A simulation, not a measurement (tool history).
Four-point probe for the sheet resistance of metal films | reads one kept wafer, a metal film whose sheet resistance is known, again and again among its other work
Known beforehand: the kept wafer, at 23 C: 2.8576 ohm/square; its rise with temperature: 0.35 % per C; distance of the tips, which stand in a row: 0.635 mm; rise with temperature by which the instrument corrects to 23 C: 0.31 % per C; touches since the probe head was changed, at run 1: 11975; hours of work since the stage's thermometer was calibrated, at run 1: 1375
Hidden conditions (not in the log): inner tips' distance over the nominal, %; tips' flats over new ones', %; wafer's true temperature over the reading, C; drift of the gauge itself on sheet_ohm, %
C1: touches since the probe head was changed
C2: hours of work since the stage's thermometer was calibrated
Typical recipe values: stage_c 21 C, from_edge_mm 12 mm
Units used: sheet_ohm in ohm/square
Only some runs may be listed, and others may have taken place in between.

{"run": 1, "hour": 0.0, "stage_c": 21, "from_edge_mm": 12, "C1": 11975, "C2": 1375, "sheet_ohm": 2.851355}
{"run": 2, "hour": 9.9, "stage_c": 21, "from_edge_mm": 37, "C1": 12146, "C2": 1381, "sheet_ohm": 2.84893}
{"run": 3, "hour": 24.0, "stage_c": 21, "from_edge_mm": 12, "C1": 12390, "C2": 1388, "sheet_ohm": 2.853166}
{"run": 4, "hour": 36.7, "stage_c": 21, "from_edge_mm": 23, "C1": 12612, "C2": 1394, "sheet_ohm": 2.848029}
{"run": 5, "hour": 54.3, "stage_c": 21, "from_edge_mm": 23, "C1": 12917, "C2": 1404, "sheet_ohm": 2.848657}
{"run": 6, "hour": 65.3, "stage_c": 25, "from_edge_mm": 23, "C1": 13108, "C2": 1409, "sheet_ohm": 2.854247}
{"run": 7, "hour": 81.2, "stage_c": 25, "from_edge_mm": 23, "C1": 13383, "C2": 1418, "sheet_ohm": 2.853945}
{"run": 8, "hour": 100.9, "stage_c": 23, "from_edge_mm": 4, "C1": 13725, "C2": 1428, "sheet_ohm": 2.88696}
{"hour": 102.6, "done": "stage's thermometer calibrated"}
{"run": 9, "hour": 120.6, "stage_c": 23, "from_edge_mm": 4, "C1": 14059, "C2": 9, "sheet_ohm": 2.885239}
{"run": 10, "hour": 134.1, "stage_c": 23, "from_edge_mm": 4, "C1": 14294, "C2": 16, "sheet_ohm": 2.885456}
{"run": 11, "hour": 146.9, "stage_c": 23, "from_edge_mm": 4, "C1": 14514, "C2": 23, "sheet_ohm": 2.88488}
{"run": 12, "hour": 156.5, "stage_c": 23, "from_edge_mm": 15, "C1": 14681, "C2": 28, "sheet_ohm": 2.850338}

Predict each of these 4 candidate next runs independently; none follows another, all start after run 12:
{"hour": 160.9, "done": "stage's thermometer calibrated, once more"}
{"run": "A", "hour": 173.6, "stage_c": 20, "from_edge_mm": 65, "C1": 14970, "C2": 7, "sheet_ohm": "?"}
{"hour": 160.9, "done": "stage's thermometer calibrated, once more"}
{"run": "B", "hour": 173.6, "stage_c": 35, "from_edge_mm": 21, "C1": 14970, "C2": 7, "sheet_ohm": "?"}
{"hour": 160.9, "done": "stage's thermometer calibrated, once more"}
{"run": "C", "hour": 173.6, "stage_c": 31, "from_edge_mm": 3, "C1": 14970, "C2": 7, "sheet_ohm": "?"}
{"hour": 160.9, "done": "stage's thermometer calibrated, once more"}
{"run": "D", "hour": 173.6, "stage_c": 32, "from_edge_mm": 4, "C1": 14970, "C2": 7, "sheet_ohm": "?"}

run=A sheet_ohm=2.852518
run=B sheet_ohm=2.870511
run=C sheet_ohm=2.932889
run=D sheet_ohm=2.905054
The same runs, with their run-to-run variation unchanged, on a tool lacking any hidden condition would have given:
run=A sheet_ohm=2.854209
run=B sheet_ohm=2.872247
run=C sheet_ohm=2.934649
run=D sheet_ohm=2.906802
